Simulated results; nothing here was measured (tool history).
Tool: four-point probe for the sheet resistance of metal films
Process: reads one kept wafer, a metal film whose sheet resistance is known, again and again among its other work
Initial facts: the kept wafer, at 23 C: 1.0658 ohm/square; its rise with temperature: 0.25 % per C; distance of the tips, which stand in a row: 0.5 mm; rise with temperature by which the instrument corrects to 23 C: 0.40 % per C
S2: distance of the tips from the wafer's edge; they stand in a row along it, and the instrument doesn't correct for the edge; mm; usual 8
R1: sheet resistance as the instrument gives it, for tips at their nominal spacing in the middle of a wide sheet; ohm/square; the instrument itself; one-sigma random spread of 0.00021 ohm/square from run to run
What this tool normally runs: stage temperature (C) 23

Run 1, hour 0.0: usual settings. Result: R1 1.070026 ohm/square.
Run 2, hour 23.7: usual settings. Result: R1 1.070424 ohm/square.
Run 3, hour 45.0: usual settings. Result: R1 1.070148 ohm/square.
Run 4, hour 89.9: usual settings but stage temperature (C) 32. Result: R1 1.057145 ohm/square.
Run 5, hour 128.1: usual settings but stage temperature (C) 32. Result: R1 1.056562 ohm/square.
Run 6, hour 161.7: usual settings. Result: R1 1.070623 ohm/square.
Run 7, hour 208.8: usual settings. Result: R1 1.070238 ohm/square.
Run 8, hour 240.9: usual settings but S2 64 mm. Result: R1 1.068273 ohm/square.
Run 9, hour 268.6: usual settings. Result: R1 1.070487 ohm/square.
Run 10, hour 299.0: usual settings. Result: R1 1.070646 ohm/square.
Run 11, hour 323.7: usual settings. Result: R1 1.070331 ohm/square.
Run 12, hour 363.9: usual settings. Result: R1 1.070513 ohm/square.
Run 13, hour 401.1: usual settings. Result: R1 1.070527 ohm/square.
Run 14, hour 425.6: usual settings. Result: R1 1.070516 ohm/square.
Run 15, hour 453.4: usual settings. Result: R1 1.070954 ohm/square.
Run 16, hour 477.0: usual settings but stage temperature (C) 20, S2 4 mm. Result: R1 1.081918 ohm/square.
Run 17, hour 510.0: usual settings but stage temperature (C) 24, S2 74 mm. Result: R1 1.066953 ohm/square.
At hour 513.9: stage's thermometer calibrated.
Run 18, hour 557.6: usual settings but stage temperature (C) 27, S2 28 mm. Result: R1 1.062150 ohm/square.
Run 19, hour 578.2: usual settings but stage temperature (C) 31, S2 22 mm. Result: R1 1.056004 ohm/square.
Run 20, hour 601.6: usual settings but stage temperature (C) 31, S2 22 mm. Result: R1 1.056098 ohm/square.
Run 21, hour 631.8: usual settings but S2 10 mm. Result: R1 1.069088 ohm/square.
Run 22, hour 679.7: usual settings but stage temperature (C) 18, S2 20 mm. Result: R1 1.076248 ohm/square.
Run 23, hour 703.0: usual settings but stage temperature (C) 18, S2 20 mm. Result: R1 1.076529 ohm/square.
Run 24, hour 738.2: usual settings but stage temperature (C) 18, S2 20 mm. Result: R1 1.076420 ohm/square.
At hour 774.5: stage's thermometer calibrated, once more.
Run 25, hour 781.1: usual settings but stage temperature (C) 28, S2 12 mm. Result: R1 1.062621 ohm/square.
Run 26, hour 829.0: usual settings but stage temperature (C) 28, S2 12 mm. Result: R1 1.062863 ohm/square.
Run 27, hour 859.7: usual settings but stage temperature (C) 28, S2 46 mm. Result: R1 1.062091 ohm/square.
Run 28, hour 893.8: usual settings but stage temperature (C) 27. Result: R1 1.065553 ohm/square.

How would selected steps in R1 from run to run divide? Give the signed amount a tool lacking its hidden state would still show from settings, what came in and random variation, and the signed amount left for the hidden state, including any gauge scatter that is not in both of the compared results.
Hidden state at play: inner tips' distance over the nominal, %; tips' flats over new ones', %; wafer's true temperature over the reading, C; drift of the gauge itself on sheet_ohm, %.
Run 5 -> 6: stage temperature (C) 32 -> 23. R1 +0.014061 ohm/square: hidden state +0.000029, all else +0.014032.
Run 16 -> 17: stage temperature (C) 20 -> 24, S2 4 -> 74. R1 -0.014965 ohm/square: hidden state -0.000014, all else -0.014951.
Run 17 -> 18: stage temperature (C) 24 -> 27, S2 74 -> 28, stage's thermometer calibrated. R1 -0.004803 ohm/square: hidden state -0.000449, all else -0.004354.
Run 24 -> 25: stage temperature (C) 18 -> 28, S2 20 -> 12, stage's thermometer calibrated, once more. R1 -0.013799 ohm/square: hidden state +0.001453, all else -0.015252.
